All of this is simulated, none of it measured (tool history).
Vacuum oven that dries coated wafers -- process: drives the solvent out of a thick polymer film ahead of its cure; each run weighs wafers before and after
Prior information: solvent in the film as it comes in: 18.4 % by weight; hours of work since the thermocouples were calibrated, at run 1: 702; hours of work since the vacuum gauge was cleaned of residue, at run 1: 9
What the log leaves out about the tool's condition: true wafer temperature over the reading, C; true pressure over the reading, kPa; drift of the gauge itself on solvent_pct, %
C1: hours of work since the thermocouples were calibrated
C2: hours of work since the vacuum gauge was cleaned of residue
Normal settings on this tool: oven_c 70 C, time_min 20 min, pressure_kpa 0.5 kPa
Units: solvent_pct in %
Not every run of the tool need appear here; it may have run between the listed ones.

{"run": 1, "day": 0.0, "oven_c": 70, "time_min": 20, "pressure_kpa": 0.5, "C1": 702, "C2": 9, "solvent_pct": 2.11}
{"run": 2, "day": 0.575, "oven_c": 70, "time_min": 20, "pressure_kpa": 0.5, "C1": 708, "C2": 16, "solvent_pct": 2.14}
{"run": 3, "day": 1.371, "oven_c": 70, "time_min": 20, "pressure_kpa": 0.5, "C1": 717, "C2": 25, "solvent_pct": 2.1}
{"run": 4, "day": 2.212, "oven_c": 70, "time_min": 20, "pressure_kpa": 0.5, "C1": 727, "C2": 34, "solvent_pct": 2.16}
{"run": 5, "day": 2.762, "oven_c": 84, "time_min": 20, "pressure_kpa": 0.5, "C1": 733, "C2": 40, "solvent_pct": 0.51}
{"run": 6, "day": 3.208, "oven_c": 84, "time_min": 20, "pressure_kpa": 0.5, "C1": 738, "C2": 45, "solvent_pct": 0.54}
{"run": 7, "day": 4.2, "oven_c": 70, "time_min": 20, "pressure_kpa": 0.5, "C1": 749, "C2": 56, "solvent_pct": 2.12}
{"run": 8, "day": 5.012, "oven_c": 70, "time_min": 20, "pressure_kpa": 0.5, "C1": 758, "C2": 65, "solvent_pct": 2.14}
{"run": 9, "day": 6.004, "oven_c": 70, "time_min": 20, "pressure_kpa": 0.5, "C1": 769, "C2": 76, "solvent_pct": 2.15}
{"run": 10, "day": 6.517, "oven_c": 70, "time_min": 20, "pressure_kpa": 0.5, "C1": 775, "C2": 82, "solvent_pct": 2.19}
{"run": 11, "day": 7.508, "oven_c": 70, "time_min": 20, "pressure_kpa": 0.5, "C1": 786, "C2": 93, "solvent_pct": 2.15}
{"run": 12, "day": 8.304, "oven_c": 70, "time_min": 20, "pressure_kpa": 0.5, "C1": 795, "C2": 102, "solvent_pct": 2.14}
{"run": 13, "day": 9.292, "oven_c": 70, "time_min": 20, "pressure_kpa": 0.321, "C1": 806, "C2": 113, "solvent_pct": 2.03}
{"run": 14, "day": 10.279, "oven_c": 70, "time_min": 20, "pressure_kpa": 0.321, "C1": 817, "C2": 124, "solvent_pct": 1.98}
{"run": 15, "day": 10.967, "oven_c": 79, "time_min": 20, "pressure_kpa": 1.135, "C1": 824, "C2": 132, "solvent_pct": 1.35}

What will run 16 give?
{"run": 16, "day": 11.65, "oven_c": 61, "time_min": 27, "pressure_kpa": 0.306, "C1": 832, "C2": 139, "solvent_pct": "?"}

solvent_pct: 2.63 %
Were there no unlogged condition in the tool, this run, its random variation unchanged, would have produced solvent_pct 2.36 %.

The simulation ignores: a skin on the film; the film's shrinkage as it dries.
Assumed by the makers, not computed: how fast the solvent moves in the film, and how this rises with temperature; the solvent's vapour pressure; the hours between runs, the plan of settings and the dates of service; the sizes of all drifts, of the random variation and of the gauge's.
